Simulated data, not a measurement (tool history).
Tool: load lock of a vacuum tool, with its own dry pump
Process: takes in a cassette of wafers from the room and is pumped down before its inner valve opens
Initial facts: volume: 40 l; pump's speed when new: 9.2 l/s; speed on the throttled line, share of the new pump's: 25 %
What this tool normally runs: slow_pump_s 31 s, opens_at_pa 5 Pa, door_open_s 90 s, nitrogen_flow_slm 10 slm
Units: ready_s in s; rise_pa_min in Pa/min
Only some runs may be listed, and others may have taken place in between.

run,day,slow_pump_s,opens_at_pa,door_open_s,nitrogen_flow_slm,"incoming humidity of the room's air, %",ready_s,rise_pa_min
1,0.000,31,5,90,10,44.9,66.0,0.035
2,11.621,31,5,90,10,43.6,66.7,0.040
3,20.575,31,5,90,5,47.8,65.9,0.052
4,32.729,31,5,90,5,48.2,66.1,0.053
5,45.646,31,5,109,10,45.7,66.7,0.047
6,60.767,31,5,90,10,43.7,65.7,0.037
7,74.662,31,5,90,10,44.9,66.8,0.036
8,87.525,31,5,90,10,45.4,66.8,0.040
9,99.125,31,5,90,10,41.7,67.1,0.037
10,115.825,31,5,90,10,46.8,66.4,0.039
11,124.371,31,5,90,10,43.4,66.4,0.036
12,136.046,31,5,90,10,47.5,66.4,0.044
13,145.638,31,5,90,10,41.6,66.8,0.038
14,159.092,31,5,90,10,41.3,67.5,0.037
15,171.592,31,5,27,10,44.4,66.6,0.029
16,187.633,31,5,90,7,48.0,67.3,0.046
17,200.633,31,5,90,7,45.5,66.9,0.050
18,215.546,31,5,90,7,43.8,66.2,0.050
19,222.567,31,5,90,7,46.0,66.1,0.047
20,233.733,17,8,28,9,44.4,54.8,0.029
21,246.562,17,8,28,9,49.1,53.9,0.032
22,262.054,47,7,91,6,48.0,75.7,0.046
23,272.058,43,5,74,10,45.1,76.3,0.038
24,283.471,43,5,74,10,44.8,75.5,0.036
25,292.538,43,5,74,10,42.4,75.5,0.036
26,304.208,43,5,74,10,47.1,75.7,0.036
27,316.933,43,5,74,10,49.0,75.8,0.034
28,327.379,43,5,74,10,47.4,75.4,0.034
29,337.279,43,5,74,10,43.6,75.9,0.034
30,349.667,43,5,74,10,45.1,75.6,0.038
31,357.029,43,5,74,10,44.5,76.1,0.030
32,367.138,31,7,90,10,45.4,65.6,0.043
33,378.700,28,7,90,10,40.8,62.2,0.038
34,387.862,21,5,90,14,43.1,58.8,0.030
35,400.125,21,9,90,19,45.2,57.4,0.033
36,414.433,31,6,90,14,47.3,65.4,0.037
37,428.867,31,6,90,14,46.0,65.4,0.034
38,436.792,31,6,90,14,48.3,66.1,0.036

Missing from the log above: 2 entries noted between runs. For each, name the pair of listed runs it sits between and say how the tool's hidden condition differs from the listed run just before to the listed run just after:
After run 17, before run 18: dry pump taken out, an overhauled one fitted (day 211.921)
  pump's speed, % of a new pump's: 99.9 -> 100
  the result without the hidden state subtracted from the measured one, rise_pa_min: +0.002 -> +0.001 Pa/min
After run 33, before run 34: door's seal changed, seat wiped (day 384.412)
  leak at the door's seal, Pa l/s: 0.0036 -> 0.002
  the result without the hidden state subtracted from the measured one, rise_pa_min: +0.003 -> +0.000 Pa/min
